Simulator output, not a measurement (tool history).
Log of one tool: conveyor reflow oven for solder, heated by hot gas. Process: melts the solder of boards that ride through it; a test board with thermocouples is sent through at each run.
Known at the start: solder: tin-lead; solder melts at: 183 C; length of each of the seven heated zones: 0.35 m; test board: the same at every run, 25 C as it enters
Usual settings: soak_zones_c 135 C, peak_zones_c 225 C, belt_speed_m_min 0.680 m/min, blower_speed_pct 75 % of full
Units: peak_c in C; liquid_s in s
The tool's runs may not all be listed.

run   hour  soak_zones_c  peak_zones_c  belt_speed_m_min  blower_speed_pct  peak_c  liquid_s
  1    0.0           135           225             0.680                75   206.6      37.3
  2    8.1           135           225             0.680                75   206.7      37.3
  3   13.8           135           225             0.680                75   206.6      37.2
  4   19.7           135           225             0.701                75   205.9      34.9
  5   29.5           135           225             0.701                75   205.8      35.1
  6   41.3           135           225             0.680                62   203.1      33.0
  7   51.5           135           238             0.680                75   217.4      45.2
  8   57.9           135           238             0.680                75   217.4      45.2
  9   64.8           135           225             0.680                75   206.7      37.3
 10   71.6           135           225             0.750                75   203.0      30.0
 11   81.3           128           225             0.750                71   200.5      25.6
 12   87.5           148           226             0.680                66   208.2      42.1
 13   95.6           148           227             0.624                66   211.5      49.6
 14  103.3           135           221             0.622                74   205.7      40.5
 15  110.0           135           221             0.804                74   197.1      21.9
 16  121.7           135           221             0.804                74   197.1      21.8
 17  129.2           135           225             0.576                57   207.1      44.8
 18  139.9           137           225             0.680                58   202.2      32.5
 19  149.0           148           217             0.767                55   193.8      20.8
 20  157.8           148           217             0.767                55   193.7      20.9

5 ways to go on from here, each from the tool as it stands after run 20. What would each give?
  A  166.5           143           238             0.767                55       ?         ?
  B  166.5           148           217             0.572                89       ?         ?
  C  166.5           135           222             0.680                67       ?         ?
  D  166.5           148           219             0.599                51       ?         ?
  E  166.5           135           234             0.680                65       ?         ?

run  peak_c  liquid_s
  A   207.7      34.1
  B   208.6      54.3
  C   201.8      32.1
  D   202.1      41.3
  E   211.1      40.3
Without the tool's hidden state the same runs would have given:
run  peak_c  liquid_s
  A   207.3      33.4
  B   208.1      53.4
  C   201.3      31.4
  D   201.5      40.2
  E   210.7      39.6

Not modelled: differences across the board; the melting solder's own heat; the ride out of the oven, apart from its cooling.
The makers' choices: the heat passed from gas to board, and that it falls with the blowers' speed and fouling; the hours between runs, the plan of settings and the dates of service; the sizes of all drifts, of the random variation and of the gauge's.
